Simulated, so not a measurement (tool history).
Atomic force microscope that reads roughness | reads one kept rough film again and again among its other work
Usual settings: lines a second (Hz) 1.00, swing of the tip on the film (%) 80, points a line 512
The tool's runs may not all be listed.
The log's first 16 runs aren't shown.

| run | day | lines a second (Hz) | swing of the tip on the film (%) | points a line | pictures with this tip | hours of work since the height scale was calibrated | roughness of the kept film (nm (root mean square)) |
|---|---|---|---|---|---|---|---|
| 17 | 18.700 | 1.00 | 74 | 512 | 42 | 369 | 4.374 |
| 18 | 19.454 | 1.59 | 61 | 406 | 54 | 377 | 4.398 |
| 19 | 20.133 | 1.59 | 61 | 406 | 65 | 384 | 4.356 |
| 20 | 21.200 | 0.54 | 85 | 410 | 82 | 395 | 4.270 |
| 21 | 22.154 | 0.54 | 85 | 410 | 97 | 405 | 4.266 |
| 22 | 22.921 | 1.00 | 81 | 512 | 109 | 412 | 4.135 |
| 23 | 24.262 | 1.52 | 66 | 296 | 131 | 426 | 4.196 |
| 24 | 25.371 | 1.52 | 66 | 296 | 149 | 438 | 4.167 |
|  | 25.562 | height scale calibrated on a step standard |
| 25 | 26.667 | 1.52 | 66 | 296 | 169 | 11 | 4.119 |
| 26 | 28.021 | 1.92 | 66 | 280 | 190 | 25 | 3.996 |
| 27 | 28.733 | 1.92 | 66 | 280 | 202 | 32 | 3.995 |
| 28 | 29.942 | 1.92 | 66 | 280 | 221 | 45 | 3.971 |
| 29 | 31.550 | 0.58 | 65 | 613 | 247 | 61 | 4.156 |
|  | 32.558 | height scale calibrated on a step standard, once more |
| 30 | 33.108 | 1.99 | 79 | 613 | 271 | 6 | 3.632 |
|  | 34.146 | new tip fitted |
| 31 | 34.525 | 1.74 | 71 | 795 | 7 | 20 | 4.323 |
| 32 | 36.096 | 0.63 | 79 | 512 | 32 | 36 | 4.454 |
| 33 | 37.596 | 1.26 | 61 | 328 | 56 | 51 | 4.439 |
| 34 | 38.621 | 1.69 | 80 | 547 | 72 | 62 | 4.011 |

Forecast each of these 3 alternatives for the next run:
| A | 39.767 | 2.25 | 80 | 512 | 90 | 73 | ? |
| B | 39.767 | 1.68 | 80 | 512 | 90 | 73 | ? |
| C | 39.767 | 1.00 | 80 | 746 | 90 | 73 | ? |

| run | roughness of the kept film (nm (root mean square)) |
|---|---|
| A | 3.792 |
| B | 3.985 |
| C | 4.195 |
Without the tool's hidden state the same runs would have given:
| run | roughness of the kept film (nm (root mean square)) |
|---|---|
| A | 3.957 |
| B | 4.158 |
| C | 4.376 |
